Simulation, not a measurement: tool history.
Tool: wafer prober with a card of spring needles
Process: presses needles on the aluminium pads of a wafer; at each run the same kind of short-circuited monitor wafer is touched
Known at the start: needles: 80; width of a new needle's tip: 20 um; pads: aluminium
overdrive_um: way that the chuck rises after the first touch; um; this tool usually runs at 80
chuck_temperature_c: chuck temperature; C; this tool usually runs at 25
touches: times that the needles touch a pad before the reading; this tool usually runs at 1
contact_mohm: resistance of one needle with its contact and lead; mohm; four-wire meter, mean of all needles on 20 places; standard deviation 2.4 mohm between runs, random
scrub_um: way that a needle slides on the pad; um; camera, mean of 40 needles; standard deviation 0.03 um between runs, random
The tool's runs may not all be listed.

Run 1, day 0.000: usual settings. Result: contact_mohm 274 mohm, scrub_um 20.18 um.
At day 0.233: tips cleaned on abrasive film.
At day 0.700: tips cleaned on abrasive film.
At day 1.279: tips cleaned on abrasive film.
Run 2, day 1.579: usual settings. Result: contact_mohm 275 mohm, scrub_um 20.23 um.
At day 1.817: tips cleaned on abrasive film.
At day 2.396: tips cleaned on abrasive film.
At day 2.975: tips cleaned on abrasive film.
At day 3.442: tips cleaned on abrasive film.
Run 3, day 3.900: usual settings but overdrive_um 65 um. Result: contact_mohm 283 mohm, scrub_um 16.49 um.
At day 4.017: tips cleaned on abrasive film.
At day 4.600: tips cleaned on abrasive film.
At day 5.179: tips cleaned on abrasive film.
At day 5.646: tips cleaned on abrasive film.
At day 6.225: tips cleaned on abrasive film.
Run 4, day 6.325: usual settings. Result: contact_mohm 281 mohm, scrub_um 20.21 um.
At day 6.788: tips cleaned on abrasive film.
At day 7.371: tips cleaned on abrasive film.
At day 7.950: tips cleaned on abrasive film.
At day 8.412: tips cleaned on abrasive film.
Run 5, day 8.846: usual settings. Result: contact_mohm 276 mohm, scrub_um 20.24 um.
At day 8.962: tips cleaned on abrasive film.
At day 9.546: tips cleaned on abrasive film.
At day 10.017: height of the first contact set anew.
At day 10.138: tips cleaned on abrasive film.
Run 6, day 10.183: usual settings. Result: contact_mohm 276 mohm, scrub_um 20.26 um.
At day 10.646: tips cleaned on abrasive film.
At day 11.225: tips cleaned on abrasive film.
Run 7, day 11.425: usual settings. Result: contact_mohm 278 mohm, scrub_um 20.22 um.
At day 11.775: tips cleaned on abrasive film.
At day 12.354: tips cleaned on abrasive film.
At day 12.933: tips cleaned on abrasive film.
At day 13.512: tips cleaned on abrasive film.
Run 8, day 13.862: usual settings. Result: contact_mohm 272 mohm, scrub_um 20.24 um.
At day 13.983: tips cleaned on abrasive film.
At day 14.562: tips cleaned on abrasive film.
At day 15.146: tips cleaned on abrasive film.
Run 9, day 15.592: usual settings but overdrive_um 63 um. Result: contact_mohm 280 mohm, scrub_um 15.95 um.
At day 15.708: tips cleaned on abrasive film.
At day 16.175: tips cleaned on abrasive film.
At day 16.754: tips cleaned on abrasive film.
Run 10, day 16.862: usual settings but overdrive_um 63 um. Result: contact_mohm 282 mohm, scrub_um 15.97 um.
At day 17.325: tips cleaned on abrasive film.
At day 17.792: tips cleaned on abrasive film.
At day 18.371: tips cleaned on abrasive film.
At day 18.950: tips cleaned on abrasive film.
Run 11, day 19.254: usual settings but overdrive_um 63 um. Result: contact_mohm 282 mohm, scrub_um 15.96 um.
At day 19.488: tips cleaned on abrasive film.
At day 20.067: tips cleaned on abrasive film.
At day 20.650: tips cleaned on abrasive film.
At day 21.229: tips cleaned on abrasive film.
Run 12, day 21.383: usual settings but overdrive_um 63 um. Result: contact_mohm 287 mohm, scrub_um 15.96 um.
At day 21.733: tips cleaned on abrasive film.
At day 22.200: tips cleaned on abrasive film.
At day 22.442: height of the first contact set anew.
At day 22.792: tips cleaned on abrasive film.
At day 23.258: tips cleaned on abrasive film.
At day 23.838: tips cleaned on abrasive film.
Run 13, day 24.233: usual settings but overdrive_um 63 um. Result: contact_mohm 285 mohm, scrub_um 15.92 um.

What will run 14 give?
At day 24.354: tips cleaned on abrasive film.
At day 24.933: tips cleaned on abrasive film.
At day 25.512: tips cleaned on abrasive film.
At day 26.096: tips cleaned on abrasive film.
At day 26.558: tips cleaned on abrasive film.
Run 14, day 26.862: usual settings but overdrive_um 63 um. Result: contact_mohm ?, scrub_um ?.

contact_mohm: 286 mohm
scrub_um: 16.00 um
Had the tool carried no hidden state, the very same run would have given contact_mohm 284 mohm, scrub_um 16.00 um.
